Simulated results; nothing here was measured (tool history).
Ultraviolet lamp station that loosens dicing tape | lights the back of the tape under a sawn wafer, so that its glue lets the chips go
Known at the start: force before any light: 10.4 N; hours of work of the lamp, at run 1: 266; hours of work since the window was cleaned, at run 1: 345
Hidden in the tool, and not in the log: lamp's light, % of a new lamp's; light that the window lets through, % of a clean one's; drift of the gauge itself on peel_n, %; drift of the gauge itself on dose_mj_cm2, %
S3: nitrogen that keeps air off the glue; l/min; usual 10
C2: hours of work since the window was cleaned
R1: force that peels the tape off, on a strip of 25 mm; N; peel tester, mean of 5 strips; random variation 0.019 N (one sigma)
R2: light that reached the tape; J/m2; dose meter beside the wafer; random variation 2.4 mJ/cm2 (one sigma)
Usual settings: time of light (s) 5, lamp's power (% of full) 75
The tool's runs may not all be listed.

run 1 day=0 | time_of_light_(s)=5 lamp's_power_(%_of_full)=75 S3=10 | hours_of_work_of_the_lamp=266 C2=345 | R1=1.503 R2=2050
run 2 day=0.667 | time_of_light_(s)=5 lamp's_power_(%_of_full)=75 S3=10 | hours_of_work_of_the_lamp=276 C2=354 | R1=1.506 R2=2010
run 3 day=1.042 | time_of_light_(s)=5 lamp's_power_(%_of_full)=75 S3=10 | hours_of_work_of_the_lamp=281 C2=360 | R1=1.574 R2=2060
run 4 day=1.4 | time_of_light_(s)=5 lamp's_power_(%_of_full)=75 S3=10 | hours_of_work_of_the_lamp=286 C2=365 | R1=1.59 R2=2050
run 5 day=1.725 | time_of_light_(s)=5 lamp's_power_(%_of_full)=75 S3=10 | hours_of_work_of_the_lamp=291 C2=369 | R1=1.603 R2=2040
run 6 day=2.246 | time_of_light_(s)=5 lamp's_power_(%_of_full)=75 S3=16 | hours_of_work_of_the_lamp=298 C2=377 | R1=1.246 R2=2030
run 7 day=2.9 | time_of_light_(s)=5 lamp's_power_(%_of_full)=95 S3=10 | hours_of_work_of_the_lamp=308 C2=386 | R1=1.033 R2=2560
run 8 day=3.271 | time_of_light_(s)=9 lamp's_power_(%_of_full)=90 S3=10 | hours_of_work_of_the_lamp=313 C2=391 | R1=0.345 R2=4250
run 9 day=3.646 | time_of_light_(s)=9 lamp's_power_(%_of_full)=79 S3=10 | hours_of_work_of_the_lamp=318 C2=397 | R1=0.461 R2=3750
run 10 day=3.975 | time_of_light_(s)=10 lamp's_power_(%_of_full)=74 S3=10 | hours_of_work_of_the_lamp=323 C2=401 | R1=0.405 R2=3880
run 11 day=4.412 | time_of_light_(s)=9 lamp's_power_(%_of_full)=74 S3=5 | hours_of_work_of_the_lamp=329 C2=408 | R1=0.874 R2=3500
run 12 day=4.783 | time_of_light_(s)=5 lamp's_power_(%_of_full)=65 S3=11 | hours_of_work_of_the_lamp=334 C2=413 | R1=2.058 R2=1720
run 13 day=5.3 | time_of_light_(s)=5 lamp's_power_(%_of_full)=65 S3=11 | hours_of_work_of_the_lamp=342 C2=420 | R1=1.979 R2=1660

Forecast each of these 4 alternatives for the next run:
run A day=5.579 | time_of_light_(s)=5 lamp's_power_(%_of_full)=75 S3=10 | hours_of_work_of_the_lamp=346 C2=424 | R1=? R2=?
run B day=5.579 | time_of_light_(s)=6 lamp's_power_(%_of_full)=65 S3=15 | hours_of_work_of_the_lamp=346 C2=424 | R1=? R2=?
run C day=5.579 | time_of_light_(s)=5 lamp's_power_(%_of_full)=75 S3=10 | hours_of_work_of_the_lamp=346 C2=424 | R1=? R2=?
run D day=5.579 | time_of_light_(s)=5 lamp's_power_(%_of_full)=85 S3=10 | hours_of_work_of_the_lamp=346 C2=424 | R1=? R2=?

run=A R1=1.732 R2=1960
run=B R1=1.311 R2=1990
run=C R1=1.734 R2=1920
run=D R1=1.373 R2=2180
Without the tool's hidden state the same runs would have given:
run=A R1=0.901 R2=2750
run=B R1=0.651 R2=2810
run=C R1=0.902 R2=2710
run=D R1=0.686 R2=3070

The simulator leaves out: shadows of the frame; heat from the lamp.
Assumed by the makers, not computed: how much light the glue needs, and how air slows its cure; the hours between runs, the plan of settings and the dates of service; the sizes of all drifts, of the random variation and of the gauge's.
